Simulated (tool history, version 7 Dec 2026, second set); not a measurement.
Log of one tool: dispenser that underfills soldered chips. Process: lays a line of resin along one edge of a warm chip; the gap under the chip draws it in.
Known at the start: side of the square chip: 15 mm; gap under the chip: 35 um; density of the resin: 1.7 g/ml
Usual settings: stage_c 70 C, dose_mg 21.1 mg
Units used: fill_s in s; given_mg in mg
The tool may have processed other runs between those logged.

run   hour  stage_c  dose_mg  fill_s  given_mg
  1    0.0       70     21.1   428.8     20.81
       3.3  -- new syringe of resin
  2    4.6       70     21.1   384.5     20.85
  3    9.5       70     18.3   453.1     18.07
      11.4  -- new syringe of resin
  4   18.5       70     21.1   445.7     20.65
      19.3  -- new syringe of resin
  5   23.4       70     22.9   421.5     22.43
      27.5  -- dispensing valve cleaned and set on the balance
      28.4  -- new syringe of resin
  6   31.0       68     21.1   437.1     21.11
  7   35.8       68     21.1   508.9     21.16
      36.6  -- new syringe of resin
  8   41.9       68     21.1   472.2     20.99
      45.0  -- new syringe of resin
  9   51.0       70     21.1   449.7     20.95
      53.4  -- new syringe of resin
 10   60.2       70     21.1   462.6     20.85
      61.4  -- new syringe of resin
 11   64.8       70     21.1   415.0     20.83
      69.3  -- new syringe of resin
 12   69.5       70     21.1   382.0     20.97
      77.7  -- new syringe of resin
 13   77.7       72     21.1   345.4     20.73
 14   82.0       56     21.1   866.9     20.71
      85.9  -- new syringe of resin
 15   88.6       70     19.3   421.5     19.08
 16   92.3       70     24.6   447.3     24.27
      93.7  -- new syringe of resin
 17  100.8       70     21.1   460.1     20.62
     101.9  -- new syringe of resin
 18  107.2       70     21.1   446.9     20.61
     110.0  -- new syringe of resin
     112.7  -- dispensing valve cleaned and set on the balance
 19  114.8       59     21.1   750.6     21.05
     118.9  -- new syringe of resin
 20  119.2       82     19.9   221.4     19.85
 21  123.1       61     19.2   672.3     19.14
     127.3  -- new syringe of resin
 22  128.7       63     23.2   562.1     23.11
 23  132.5       58     19.2   847.1     19.00
     135.7  -- new syringe of resin
 24  140.0       58     19.2   788.9     18.97
     143.9  -- new syringe of resin
 25  146.1       70     18.3   426.5     18.11
     151.7  -- new syringe of resin
 26  152.5       63     25.9   538.3     25.58
 27  157.5       63     25.9   610.2     25.62
     159.9  -- new syringe of resin
 28  166.3       63     25.9   641.2     25.49
     168.1  -- new syringe of resin
 29  174.1       70     24.8   443.2     24.38
     176.2  -- new syringe of resin
 30  182.0       70     24.8   446.7     24.18
     184.2  -- new syringe of resin
 31  191.0       74     20.5   395.0     20.00
     192.1  -- new syringe of resin
     197.5  -- dispensing valve cleaned and set on the balance
 32  199.7       70     22.2   458.9     22.15
     201.1  -- new syringe of resin
     209.0  -- new syringe of resin
 33  209.2       70     22.2   390.5     22.16
     217.1  -- new syringe of resin
 34  217.6       75     21.1   317.9     21.03
 35  223.2       75     21.1   365.2     20.94

Consider 3 possible next runs. They are alternatives, not a sequence: every one starts from the tool as it was left by run 35. What does each give?
     225.2  -- new syringe of resin
  A  229.7       72     22.4       ?         ?
     225.2  -- new syringe of resin
  B  229.7       64     25.3       ?         ?
     225.2  -- new syringe of resin
  C  229.7       57     24.4       ?         ?

run  fill_s  given_mg
  A   403.2     22.35
  B   590.6     25.01
  C   854.5     24.13
With the hidden condition removed and each run's random variation left untouched, the same runs would have given:
run  fill_s  given_mg
  A   332.2     22.54
  B   485.2     25.22
  C   699.1     24.33
